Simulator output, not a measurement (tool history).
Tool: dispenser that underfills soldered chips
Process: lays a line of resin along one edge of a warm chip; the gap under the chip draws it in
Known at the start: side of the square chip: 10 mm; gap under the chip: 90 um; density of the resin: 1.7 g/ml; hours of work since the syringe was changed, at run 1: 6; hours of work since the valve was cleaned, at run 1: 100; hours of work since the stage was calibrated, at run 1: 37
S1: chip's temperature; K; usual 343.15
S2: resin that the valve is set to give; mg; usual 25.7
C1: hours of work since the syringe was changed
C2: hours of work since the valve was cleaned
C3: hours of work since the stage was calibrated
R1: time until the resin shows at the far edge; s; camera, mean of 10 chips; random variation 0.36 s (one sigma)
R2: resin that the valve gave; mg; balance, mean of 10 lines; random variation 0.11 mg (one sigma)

| run | day | S1 | S2 | C1 | C2 | C3 | R1 | R2 |
|---|---|---|---|---|---|---|---|---|
| 1 | 0.000 | 343.15 | 25.7 | 6 | 100 | 37 | 26.8 | 24.76 |
|  | 0.104 | new syringe of resin |
| 2 | 0.158 | 343.15 | 25.7 | 1 | 102 | 39 | 19.3 | 24.63 |
| 3 | 0.346 | 343.15 | 25.7 | 4 | 105 | 43 | 23.7 | 24.62 |
|  | 0.588 | new syringe of resin |
| 4 | 0.608 | 343.15 | 25.7 | 0 | 109 | 46 | 18.5 | 24.74 |
| 5 | 0.804 | 343.15 | 25.7 | 3 | 112 | 50 | 22.8 | 24.67 |
| 6 | 0.962 | 330.15 | 25.7 | 6 | 115 | 52 | 52.3 | 24.65 |
|  | 1.075 | new syringe of resin |
| 7 | 1.158 | 330.15 | 25.7 | 1 | 118 | 55 | 40.1 | 24.75 |
|  | 1.379 | dispensing valve cleaned and set on the balance |
| 8 | 1.379 | 343.15 | 22.5 | 4 | 0 | 58 | 24.6 | 22.31 |
| 9 | 1.512 | 343.15 | 22.5 | 6 | 2 | 60 | 28.7 | 22.58 |
|  | 1.604 | new syringe of resin |
| 10 | 1.654 | 343.15 | 22.5 | 1 | 4 | 62 | 20.1 | 22.34 |
| 11 | 1.796 | 343.15 | 22.5 | 3 | 6 | 64 | 22.6 | 22.41 |
| 12 | 1.954 | 343.15 | 25.7 | 6 | 9 | 67 | 26.5 | 25.66 |
|  | 2.075 | new syringe of resin |
| 13 | 2.096 | 343.15 | 25.7 | 0 | 11 | 69 | 19.4 | 25.61 |
| 14 | 2.321 | 338.15 | 31.4 | 4 | 15 | 73 | 29.8 | 31.16 |
| 15 | 2.512 | 339.15 | 32.8 | 7 | 18 | 76 | 35.5 | 32.66 |
|  | 2.550 | new syringe of resin |
| 16 | 2.758 | 339.15 | 32.8 | 3 | 21 | 79 | 27.3 | 32.26 |
| 17 | 2.950 | 343.15 | 30.3 | 6 | 25 | 83 | 27.7 | 29.79 |
|  | 3.021 | new syringe of resin |
| 18 | 3.142 | 339.15 | 27.4 | 2 | 27 | 85 | 25.5 | 26.86 |
| 19 | 3.346 | 334.15 | 27.3 | 5 | 31 | 89 | 41.1 | 26.89 |
|  | 3.488 | new syringe of resin |
| 20 | 3.542 | 342.15 | 27.1 | 1 | 34 | 92 | 20.4 | 26.76 |
| 21 | 3.808 | 342.15 | 27.1 | 5 | 38 | 96 | 26.9 | 26.48 |
|  | 3.962 | new syringe of resin |
| 22 | 4.038 | 356.15 | 24.1 | 1 | 41 | 99 | 11.6 | 23.73 |
| 23 | 4.250 | 343.15 | 26.6 | 5 | 45 | 103 | 24.0 | 25.99 |
|  | 4.442 | new syringe of resin |
| 24 | 4.517 | 343.15 | 26.6 | 1 | 49 | 107 | 20.3 | 25.93 |
| 25 | 4.788 | 350.15 | 24.4 | 6 | 53 | 111 | 19.0 | 23.77 |
|  | 4.908 | new syringe of resin |
| 26 | 4.992 | 339.15 | 24.1 | 1 | 56 | 114 | 25.3 | 23.39 |

4 ways to go on from here, each from the tool as it stands after run 26. What would each give?
| A | 5.250 | 346.15 | 24.7 | 5 | 60 | 118 | ? | ? |
| B | 5.250 | 335.15 | 29.7 | 5 | 60 | 118 | ? | ? |
| C | 5.250 | 345.15 | 30.8 | 5 | 60 | 118 | ? | ? |
| D | 5.250 | 340.15 | 27.5 | 5 | 60 | 118 | ? | ? |

| run | R1 | R2 |
|---|---|---|
| A | 23.8 | 24.04 |
| B | 37.6 | 29.12 |
| C | 23.0 | 29.83 |
| D | 30.5 | 26.87 |
Without the tool's hidden state the same runs would have given:
| run | R1 | R2 |
|---|---|---|
| A | 17.4 | 24.67 |
| B | 27.0 | 29.89 |
| C | 16.5 | 30.61 |
| D | 22.0 | 27.57 |

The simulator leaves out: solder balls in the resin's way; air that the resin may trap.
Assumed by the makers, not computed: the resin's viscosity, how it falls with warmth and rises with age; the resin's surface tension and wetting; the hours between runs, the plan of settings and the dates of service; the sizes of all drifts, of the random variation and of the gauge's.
